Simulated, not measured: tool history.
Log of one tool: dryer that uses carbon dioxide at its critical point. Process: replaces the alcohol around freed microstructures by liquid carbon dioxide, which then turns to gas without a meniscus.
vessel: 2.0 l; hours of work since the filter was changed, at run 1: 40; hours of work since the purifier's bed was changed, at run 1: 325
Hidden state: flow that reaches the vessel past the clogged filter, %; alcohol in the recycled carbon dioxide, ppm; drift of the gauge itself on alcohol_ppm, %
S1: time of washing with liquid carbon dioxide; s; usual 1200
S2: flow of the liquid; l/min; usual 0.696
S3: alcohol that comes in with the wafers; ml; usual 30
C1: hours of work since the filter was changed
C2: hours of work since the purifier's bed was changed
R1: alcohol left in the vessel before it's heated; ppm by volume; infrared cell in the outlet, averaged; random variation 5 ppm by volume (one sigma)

run	hour	S1	S2	S3	C1	C2	R1
1	0	1200	0.696	30	40	325	49
2	29.4	1200	0.696	30	49	334	51
3	60.1	1200	0.696	30	59	343	39
4	73.9	1200	0.696	30	63	348	53
5	93.4	1200	0.696	30	69	353	51
6	114.7	1200	0.696	30	75	360	54
7	139.1	1200	0.696	30	82	367	52
8	163.2	1200	0.696	30	90	375	47
9	184.4	1200	0.696	24	96	381	54
10	206.6	1200	0.696	24	103	388	43
11	223.7	1200	0.696	24	108	393	49
12	250.4	1200	0.696	30	116	401	57
13	277.2	1200	0.696	23	124	409	57
14	299.2	1200	0.696	23	131	416	51
15	314.8	840	1.092	53	136	420	51
16	334.6	1500	0.509	104	142	426	211
17	361.4	900	1.085	50	150	434	40
18	378.6	720	0.915	68	155	440	262
19	406.2	1200	0.477	97	163	448	722
20	427.7	1620	1.157	73	170	454	31
21	443.7	1620	1.157	73	174	459	28
22	457.8	900	0.696	30	179	463	178
23	484.5	900	0.696	30	187	472	162
24	515.7	1200	0.771	30	196	481	51
25	534.2	1200	0.771	30	202	487	48
26	560.1	1200	0.771	30	210	494	63
27	584.2	1080	0.565	28	217	502	189
28	613.3	1200	0.696	54	226	510	98

3 ways to go on from here, each from the tool as it stands after run 28. What would each give?
A	626.6	1200	0.696	65	230	514	?
B	626.6	960	0.957	43	230	514	?
C	626.6	1200	0.526	54	230	514	?

run	R1
A	110
B	59
C	317
Without the tool's hidden state the same runs would have given:
run	R1
A	54
B	17
C	215

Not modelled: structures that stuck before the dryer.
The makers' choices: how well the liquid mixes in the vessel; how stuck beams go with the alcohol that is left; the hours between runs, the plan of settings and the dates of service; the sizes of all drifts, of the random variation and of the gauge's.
